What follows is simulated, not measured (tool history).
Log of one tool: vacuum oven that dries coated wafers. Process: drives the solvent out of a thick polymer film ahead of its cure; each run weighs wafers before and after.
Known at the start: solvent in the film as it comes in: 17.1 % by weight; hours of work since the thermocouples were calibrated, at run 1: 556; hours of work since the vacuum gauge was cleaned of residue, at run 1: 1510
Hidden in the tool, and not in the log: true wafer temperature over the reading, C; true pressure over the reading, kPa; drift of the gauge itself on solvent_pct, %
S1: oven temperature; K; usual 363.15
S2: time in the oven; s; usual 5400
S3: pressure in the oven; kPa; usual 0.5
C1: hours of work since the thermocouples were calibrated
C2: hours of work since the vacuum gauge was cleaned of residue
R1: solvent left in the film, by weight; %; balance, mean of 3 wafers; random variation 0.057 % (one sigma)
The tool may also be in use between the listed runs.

run	day	S1	S2	S3	C1	C2	R1
1	0	363.15	5400	0.5	556	1510	2.77
2	3.812	363.15	5400	0.5	611	1566	2.82
3	7.075	363.15	5400	0.5	659	1613	2.83
4	10.996	363.15	5400	0.5	716	1670	2.82
5	14.842	363.15	5400	0.5	772	1726	2.78
6	19.9	363.15	5400	0.5	846	1800	2.84
# day 23.85: vacuum gauge cleaned of residue and calibrated
7	24.342	363.15	5400	0.5	909	7	2.87
# day 25.342: oven's thermocouples calibrated
8	29.721	363.15	5400	0.5	64	84	2.87
9	33.333	363.15	5400	0.5	116	137	2.84
10	38.167	363.15	5400	0.5	187	207	2.78
11	40.904	363.15	5400	0.936	226	247	3.05
12	46.383	363.15	5400	0.5	306	327	2.81
13	50.783	363.15	5400	0.5	370	391	2.78
14	55.983	366.15	5400	0.5	446	466	1.77
15	59.171	366.15	5400	0.5	492	513	1.99
16	62.779	366.15	5400	0.5	545	565	1.97
17	66.483	366.15	6540	0.5	599	619	1.31
18	69.892	363.15	5400	0.5	648	669	2.79
19	75.067	363.15	5400	0.5	723	744	2.85
20	77.929	363.15	5400	0.5	765	786	2.89
21	82.258	363.15	5400	0.888	828	849	3
22	86.375	363.15	5400	0.5	888	909	2.88
# day 88.742: oven's thermocouples calibrated
23	89.196	352.15	5400	0.5	7	948	6.87
24	92.25	363.15	5820	0.5	51	993	2.44
25	96.704	363.15	6840	0.5	116	1058	1.98
26	101.279	363.15	7320	0.282	182	1124	1.59
27	104.9	369.15	7320	1.129	235	1177	0.86
28	108.621	360.15	7320	1.129	289	1231	2.77
29	112.283	348.15	5160	1.025	343	1284	9.02
30	116.571	367.15	5100	0.33	405	1347	1.79
31	121.067	367.15	5100	0.33	470	1412	1.77
32	125.85	363.15	3600	0.355	540	1482	4.62
33	128.867	363.15	3600	0.355	584	1526	4.71
34	134.183	354.15	3000	0.5	661	1603	8.88
35	137.021	358.15	5400	0.5	702	1644	4.56
36	140.629	348.15	3780	1.08	755	1697	10.08
37	143.675	365.15	3840	0.264	799	1741	3.51
38	147.383	377.15	3600	0.355	853	1795	0.83
# day 151.596: vacuum gauge cleaned of residue and calibrated
39	151.842	350.15	7380	0.654	917	4	6.18
# day 152.271: oven's thermocouples calibrated
40	154.742	361.15	7620	0.5	36	45	1.99
41	158.746	358.15	3480	1.367	94	103	7.04
42	161.612	371.15	6180	0.494	136	145	0.66
43	165.5	371.15	6180	0.494	192	201	0.67
44	168.712	371.15	6180	0.494	239	248	0.55
45	174.242	371.15	6180	0.494	320	328	0.59
46	177.779	358.15	8040	1.518	371	380	3.25
47	180.862	358.15	8040	1.518	416	425	3.21

Forecast each of these 4 alternatives for the next run:
A	184.083	349.15	3420	0.261	463	471	?
B	184.083	355.15	6960	0.5	463	471	?
C	184.083	352.15	4980	0.796	463	471	?
D	184.083	372.15	7140	1.722	463	471	?

run	R1
A	9.93
B	4.47
C	7.6
D	0.79
Without the tool's hidden state the same runs would have given:
run	R1
A	9.94
B	4.49
C	7.62
D	0.79
